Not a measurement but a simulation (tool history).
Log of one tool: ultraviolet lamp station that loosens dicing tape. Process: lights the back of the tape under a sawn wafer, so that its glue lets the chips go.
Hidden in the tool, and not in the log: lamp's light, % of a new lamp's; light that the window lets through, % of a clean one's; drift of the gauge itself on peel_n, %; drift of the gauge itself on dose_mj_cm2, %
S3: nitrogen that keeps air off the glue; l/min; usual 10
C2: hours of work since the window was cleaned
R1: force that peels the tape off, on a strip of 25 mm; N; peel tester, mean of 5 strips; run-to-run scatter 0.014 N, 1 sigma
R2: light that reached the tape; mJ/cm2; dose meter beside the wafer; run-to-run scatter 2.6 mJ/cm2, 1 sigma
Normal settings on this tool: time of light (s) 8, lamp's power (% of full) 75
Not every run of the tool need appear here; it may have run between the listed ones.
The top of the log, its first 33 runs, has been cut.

{"run": 34, "hour": 203.9, "time of light (s)": 5, "lamp's power (% of full)": 94, "S3": 9, "hours of work of the lamp": 143, "C2": 333, "R1": 1.234, "R2": 238}
{"run": 35, "hour": 208.4, "time of light (s)": 5, "lamp's power (% of full)": 94, "S3": 9, "hours of work of the lamp": 146, "C2": 336, "R1": 1.268, "R2": 239}
{"run": 36, "hour": 212.5, "time of light (s)": 5, "lamp's power (% of full)": 94, "S3": 9, "hours of work of the lamp": 148, "C2": 338, "R1": 1.234, "R2": 236}
{"run": 37, "hour": 218.1, "time of light (s)": 15, "lamp's power (% of full)": 91, "S3": 13, "hours of work of the lamp": 151, "C2": 342, "R1": 0.243, "R2": 684}
{"run": 38, "hour": 222.2, "time of light (s)": 8, "lamp's power (% of full)": 79, "S3": 7, "hours of work of the lamp": 154, "C2": 344, "R1": 0.931, "R2": 315}
{"run": 39, "hour": 228.2, "time of light (s)": 5, "lamp's power (% of full)": 61, "S3": 6, "hours of work of the lamp": 157, "C2": 347, "R1": 2.524, "R2": 154}
{"run": 40, "hour": 236.7, "time of light (s)": 8, "lamp's power (% of full)": 69, "S3": 10, "hours of work of the lamp": 162, "C2": 352, "R1": 0.918, "R2": 276}
{"run": 41, "hour": 240.9, "time of light (s)": 5, "lamp's power (% of full)": 71, "S3": 20, "hours of work of the lamp": 164, "C2": 355, "R1": 1.284, "R2": 177}
{"run": 42, "hour": 247.1, "time of light (s)": 5, "lamp's power (% of full)": 75, "S3": 5, "hours of work of the lamp": 168, "C2": 358, "R1": 2.286, "R2": 188}
{"run": 43, "hour": 252.0, "time of light (s)": 13, "lamp's power (% of full)": 80, "S3": 5, "hours of work of the lamp": 171, "C2": 361, "R1": 0.543, "R2": 523}

Here are 5 independent what-if runs from the current tool condition. What would each one return?
{"run": "A", "hour": 256.6, "time of light (s)": 13, "lamp's power (% of full)": 80, "S3": 17, "hours of work of the lamp": 173, "C2": 364, "R1": "?", "R2": "?"}
{"run": "B", "hour": 256.6, "time of light (s)": 8, "lamp's power (% of full)": 90, "S3": 10, "hours of work of the lamp": 173, "C2": 364, "R1": "?", "R2": "?"}
{"run": "C", "hour": 256.6, "time of light (s)": 8, "lamp's power (% of full)": 69, "S3": 4, "hours of work of the lamp": 173, "C2": 364, "R1": "?", "R2": "?"}
{"run": "D", "hour": 256.6, "time of light (s)": 13, "lamp's power (% of full)": 71, "S3": 18, "hours of work of the lamp": 173, "C2": 364, "R1": "?", "R2": "?"}
{"run": "E", "hour": 256.6, "time of light (s)": 5, "lamp's power (% of full)": 80, "S3": 6, "hours of work of the lamp": 173, "C2": 364, "R1": "?", "R2": "?"}

run=A R1=0.295 R2=518
run=B R1=0.606 R2=363
run=C R1=1.671 R2=277
run=D R1=0.326 R2=465
run=E R1=1.929 R2=204
The same runs, with their run-to-run variation unchanged, on a tool lacking any hidden condition would have given:
run=A R1=0.276 R2=581
run=B R1=0.501 R2=406
run=C R1=1.436 R2=310
run=D R1=0.297 R2=522
run=E R1=1.687 R2=229
